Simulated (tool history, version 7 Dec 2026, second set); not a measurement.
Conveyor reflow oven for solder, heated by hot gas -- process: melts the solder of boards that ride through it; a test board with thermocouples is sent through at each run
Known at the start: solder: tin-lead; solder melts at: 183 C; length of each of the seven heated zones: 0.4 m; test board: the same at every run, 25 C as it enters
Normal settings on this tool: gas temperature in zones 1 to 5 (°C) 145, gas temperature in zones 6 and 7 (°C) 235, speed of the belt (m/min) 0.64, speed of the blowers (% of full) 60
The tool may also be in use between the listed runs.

| run | hour | gas temperature in zones 1 to 5 (°C) | gas temperature in zones 6 and 7 (°C) | speed of the belt (m/min) | speed of the blowers (% of full) | highest temperature of the board (°C) | time above the solder's melting point (s) |
|---|---|---|---|---|---|---|---|
| 1 | 0 | 145 | 235 | 0.64 | 60 | 209.1 | 50.5 |
|  | 32.1 | flux residue cleaned out of gas plates and filters |
| 2 | 41.6 | 145 | 235 | 0.64 | 60 | 209.5 | 50.3 |
| 3 | 69 | 145 | 235 | 0.64 | 60 | 208.4 | 49.7 |
| 4 | 95.2 | 145 | 235 | 0.64 | 60 | 209.4 | 49.6 |
| 5 | 144.3 | 145 | 235 | 0.64 | 53 | 206.3 | 44.6 |
| 6 | 182.4 | 145 | 235 | 0.64 | 60 | 209.6 | 50.1 |
| 7 | 216.2 | 145 | 235 | 0.64 | 60 | 209.5 | 50 |
| 8 | 263.1 | 141 | 235 | 0.64 | 60 | 208 | 47 |
| 9 | 321.5 | 141 | 235 | 0.64 | 60 | 208.7 | 46.6 |
| 10 | 378.7 | 141 | 235 | 0.64 | 60 | 208.4 | 47.4 |
| 11 | 418 | 141 | 235 | 0.646 | 60 | 207.6 | 45.4 |
| 12 | 469.8 | 145 | 235 | 0.64 | 60 | 209.6 | 49.1 |
| 13 | 529.8 | 145 | 235 | 0.64 | 60 | 209.6 | 48.4 |
|  | 568.8 | belt drive overhauled, speed set with a stopwatch |
| 14 | 582.9 | 145 | 235 | 0.64 | 60 | 209.1 | 50.3 |
| 15 | 640.8 | 145 | 235 | 0.64 | 60 | 208.6 | 49.4 |
| 16 | 670.6 | 145 | 235 | 0.64 | 60 | 209 | 49.7 |
| 17 | 721.1 | 145 | 236 | 0.64 | 60 | 210.3 | 50.6 |
| 18 | 748.4 | 145 | 225 | 0.64 | 60 | 201.6 | 40.4 |
| 19 | 779.6 | 150 | 235 | 0.521 | 62 | 218 | 75.9 |
|  | 830.9 | flux residue cleaned out of gas plates and filters |
| 20 | 838.9 | 150 | 235 | 0.521 | 62 | 218.8 | 75.3 |
| 21 | 865.4 | 150 | 235 | 0.521 | 62 | 217.8 | 76 |
| 22 | 892.6 | 155 | 235 | 0.521 | 67 | 222 | 79.4 |
| 23 | 940.7 | 155 | 235 | 0.521 | 67 | 220.5 | 80.2 |
| 24 | 986.9 | 137 | 223 | 0.521 | 67 | 207.1 | 58.1 |
| 25 | 1041.1 | 143 | 248 | 0.706 | 54 | 210.4 | 43.7 |
| 26 | 1068.5 | 149 | 235 | 0.575 | 60 | 213.6 | 62.6 |
| 27 | 1118.1 | 149 | 235 | 0.575 | 60 | 213.9 | 63.2 |
| 28 | 1156.8 | 149 | 235 | 0.575 | 60 | 213.8 | 63.2 |

Run 29 has not been measured yet. What should we expect?
| 29 | 1197.3 | 155 | 244 | 0.706 | 66 | ? | ? |

highest temperature of the board (°C): 217.4
time above the solder's melting point (s): 55.3
If the tool had no hidden condition, the same run with the same run-to-run variation would have returned highest temperature of the board (°C) 217.5, time above the solder's melting point (s) 55.3.
